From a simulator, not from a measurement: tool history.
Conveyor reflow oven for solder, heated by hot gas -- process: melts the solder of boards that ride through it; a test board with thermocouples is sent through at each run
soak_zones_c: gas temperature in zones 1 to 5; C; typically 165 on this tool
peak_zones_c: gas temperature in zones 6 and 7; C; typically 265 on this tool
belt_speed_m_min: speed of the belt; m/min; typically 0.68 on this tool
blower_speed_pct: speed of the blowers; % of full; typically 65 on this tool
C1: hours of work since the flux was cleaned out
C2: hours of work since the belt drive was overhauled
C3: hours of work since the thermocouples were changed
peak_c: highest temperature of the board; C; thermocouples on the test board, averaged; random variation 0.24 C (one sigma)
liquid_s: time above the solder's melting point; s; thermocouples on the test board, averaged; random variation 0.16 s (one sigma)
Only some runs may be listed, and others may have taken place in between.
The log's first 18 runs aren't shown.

{"run": 19, "hour": 1048.1, "soak_zones_c": 164, "peak_zones_c": 262, "belt_speed_m_min": 0.663, "blower_speed_pct": 90, "C1": 80, "C2": 237, "C3": 254, "peak_c": 248.8, "liquid_s": 37.1}
{"run": 20, "hour": 1094.0, "soak_zones_c": 164, "peak_zones_c": 262, "belt_speed_m_min": 0.663, "blower_speed_pct": 90, "C1": 115, "C2": 271, "C3": 288, "peak_c": 248.1, "liquid_s": 36.7}
{"run": 21, "hour": 1138.2, "soak_zones_c": 154, "peak_zones_c": 276, "belt_speed_m_min": 0.629, "blower_speed_pct": 58, "C1": 148, "C2": 304, "C3": 321, "peak_c": 249.6, "liquid_s": 35.3}
{"hour": 1181.7, "done": "flux residue cleaned out of gas plates and filters"}
{"run": 22, "hour": 1216.1, "soak_zones_c": 154, "peak_zones_c": 276, "belt_speed_m_min": 0.629, "blower_speed_pct": 58, "C1": 26, "C2": 359, "C3": 376, "peak_c": 249.5, "liquid_s": 35.3}
{"run": 23, "hour": 1268.6, "soak_zones_c": 154, "peak_zones_c": 277, "belt_speed_m_min": 0.629, "blower_speed_pct": 71, "C1": 65, "C2": 398, "C3": 415, "peak_c": 256, "liquid_s": 40.3}
{"run": 24, "hour": 1312.4, "soak_zones_c": 154, "peak_zones_c": 277, "belt_speed_m_min": 0.629, "blower_speed_pct": 71, "C1": 98, "C2": 431, "C3": 448, "peak_c": 256.5, "liquid_s": 39.8}
{"run": 25, "hour": 1344.2, "soak_zones_c": 167, "peak_zones_c": 258, "belt_speed_m_min": 0.629, "blower_speed_pct": 71, "C1": 122, "C2": 455, "C3": 472, "peak_c": 242.4, "liquid_s": 34.7}
{"hour": 1418.6, "done": "flux residue cleaned out of gas plates and filters"}
{"run": 26, "hour": 1418.6, "soak_zones_c": 167, "peak_zones_c": 258, "belt_speed_m_min": 0.629, "blower_speed_pct": 71, "C1": 0, "C2": 507, "C3": 524, "peak_c": 241.9, "liquid_s": 34.6}
{"run": 27, "hour": 1460.2, "soak_zones_c": 165, "peak_zones_c": 265, "belt_speed_m_min": 0.731, "blower_speed_pct": 65, "C1": 31, "C2": 538, "C3": 555, "peak_c": 240, "liquid_s": 26.2}
{"run": 28, "hour": 1505.5, "soak_zones_c": 157, "peak_zones_c": 263, "belt_speed_m_min": 0.559, "blower_speed_pct": 58, "C1": 65, "C2": 572, "C3": 589, "peak_c": 244.1, "liquid_s": 37.6}
{"run": 29, "hour": 1573.9, "soak_zones_c": 157, "peak_zones_c": 277, "belt_speed_m_min": 0.559, "blower_speed_pct": 87, "C1": 116, "C2": 623, "C3": 641, "peak_c": 265.6, "liquid_s": 51.6}
{"run": 30, "hour": 1619.0, "soak_zones_c": 157, "peak_zones_c": 277, "belt_speed_m_min": 0.559, "blower_speed_pct": 87, "C1": 150, "C2": 657, "C3": 674, "peak_c": 265, "liquid_s": 51.7}

What if the next run were any one of these 4? Each begins from the tool's condition after run 30:
{"hour": 1659.1, "done": "flux residue cleaned out of gas plates and filters"}
{"run": "A", "hour": 1676.6, "soak_zones_c": 165, "peak_zones_c": 265, "belt_speed_m_min": 0.682, "blower_speed_pct": 53, "C1": 13, "C2": 697, "C3": 714, "peak_c": "?", "liquid_s": "?"}
{"hour": 1659.1, "done": "flux residue cleaned out of gas plates and filters"}
{"run": "B", "hour": 1676.6, "soak_zones_c": 164, "peak_zones_c": 259, "belt_speed_m_min": 0.776, "blower_speed_pct": 65, "C1": 13, "C2": 697, "C3": 714, "peak_c": "?", "liquid_s": "?"}
{"hour": 1659.1, "done": "flux residue cleaned out of gas plates and filters"}
{"run": "C", "hour": 1676.6, "soak_zones_c": 165, "peak_zones_c": 254, "belt_speed_m_min": 0.68, "blower_speed_pct": 65, "C1": 13, "C2": 697, "C3": 714, "peak_c": "?", "liquid_s": "?"}
{"hour": 1659.1, "done": "flux residue cleaned out of gas plates and filters"}
{"run": "D", "hour": 1676.6, "soak_zones_c": 156, "peak_zones_c": 280, "belt_speed_m_min": 0.559, "blower_speed_pct": 65, "C1": 13, "C2": 697, "C3": 714, "peak_c": "?", "liquid_s": "?"}

run=A peak_c=237.1 liquid_s=25.1
run=B peak_c=232.4 liquid_s=18.4
run=C peak_c=233.4 liquid_s=23.6
run=D peak_c=261.1 liquid_s=48.6
Without the tool's unlogged condition, the same runs would have read:
run=A peak_c=237.2 liquid_s=25.2
run=B peak_c=232.4 liquid_s=18.4
run=C peak_c=233.4 liquid_s=23.6
run=D peak_c=261.1 liquid_s=48.6
